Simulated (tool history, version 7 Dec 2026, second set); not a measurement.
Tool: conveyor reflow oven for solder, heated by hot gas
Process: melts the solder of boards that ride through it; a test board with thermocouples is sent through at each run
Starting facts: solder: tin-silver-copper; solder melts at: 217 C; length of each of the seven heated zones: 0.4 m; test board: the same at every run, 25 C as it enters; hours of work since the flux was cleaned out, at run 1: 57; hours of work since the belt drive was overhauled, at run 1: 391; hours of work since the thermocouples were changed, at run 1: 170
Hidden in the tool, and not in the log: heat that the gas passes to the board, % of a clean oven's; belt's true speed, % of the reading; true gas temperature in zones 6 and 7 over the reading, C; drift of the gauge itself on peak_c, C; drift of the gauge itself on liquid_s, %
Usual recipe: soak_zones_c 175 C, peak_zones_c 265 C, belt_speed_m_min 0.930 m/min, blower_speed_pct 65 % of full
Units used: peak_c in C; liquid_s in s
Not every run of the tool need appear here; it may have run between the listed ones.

| run | hour | soak_zones_c | peak_zones_c | belt_speed_m_min | blower_speed_pct | hours of work since the flux was cleaned out | hours of work since the belt drive was overhauled | hours of work since the thermocouples were changed | peak_c | liquid_s |
|---|---|---|---|---|---|---|---|---|---|---|
| 1 | 0.0 | 175 | 265 | 0.930 | 65 | 57 | 391 | 170 | 242.1 | 32.4 |
| 2 | 11.7 | 175 | 265 | 0.930 | 65 | 66 | 400 | 179 | 242.1 | 32.0 |
| 3 | 26.5 | 175 | 265 | 0.930 | 65 | 77 | 410 | 190 | 242.2 | 31.8 |
| 4 | 33.9 | 181 | 265 | 0.930 | 65 | 82 | 416 | 196 | 243.4 | 34.3 |
| 5 | 41.2 | 175 | 265 | 0.930 | 65 | 88 | 421 | 201 | 242.4 | 31.6 |
| 6 | 51.5 | 175 | 265 | 0.930 | 65 | 95 | 429 | 209 | 242.4 | 31.7 |
| 7 | 64.9 | 175 | 265 | 0.930 | 65 | 105 | 439 | 219 | 242.1 | 31.6 |
| 8 | 76.4 | 175 | 265 | 0.930 | 65 | 114 | 448 | 227 | 241.9 | 31.4 |
|  | 82.2 | flux residue cleaned out of gas plates and filters |
| 9 | 88.2 | 165 | 265 | 0.930 | 81 | 4 | 453 | 232 | 243.8 | 31.1 |
| 10 | 97.8 | 178 | 265 | 0.787 | 65 | 12 | 460 | 239 | 247.9 | 44.0 |
| 11 | 106.2 | 173 | 255 | 0.839 | 79 | 18 | 466 | 246 | 239.7 | 35.0 |
| 12 | 113.3 | 187 | 265 | 0.930 | 52 | 23 | 471 | 251 | 239.8 | 32.1 |
| 13 | 119.7 | 187 | 265 | 1.013 | 52 | 28 | 476 | 256 | 235.6 | 25.5 |

4 ways to go on from here, each from the tool as it stands after run 13. What would each give?
| A | 130.7 | 169 | 265 | 1.075 | 65 | 36 | 484 | 264 | ? | ? |
| B | 130.7 | 187 | 265 | 1.013 | 66 | 36 | 484 | 264 | ? | ? |
| C | 130.7 | 187 | 254 | 1.105 | 72 | 36 | 484 | 264 | ? | ? |
| D | 130.7 | 175 | 269 | 1.086 | 65 | 36 | 484 | 264 | ? | ? |

| run | peak_c | liquid_s |
|---|---|---|
| A | 233.8 | 19.2 |
| B | 241.5 | 30.9 |
| C | 231.8 | 21.1 |
| D | 237.8 | 22.9 |
With the hidden condition removed and each run's random variation left untouched, the same runs would have given:
| run | peak_c | liquid_s |
|---|---|---|
| A | 236.3 | 21.3 |
| B | 243.6 | 32.3 |
| C | 233.9 | 23.2 |
| D | 240.2 | 24.6 |

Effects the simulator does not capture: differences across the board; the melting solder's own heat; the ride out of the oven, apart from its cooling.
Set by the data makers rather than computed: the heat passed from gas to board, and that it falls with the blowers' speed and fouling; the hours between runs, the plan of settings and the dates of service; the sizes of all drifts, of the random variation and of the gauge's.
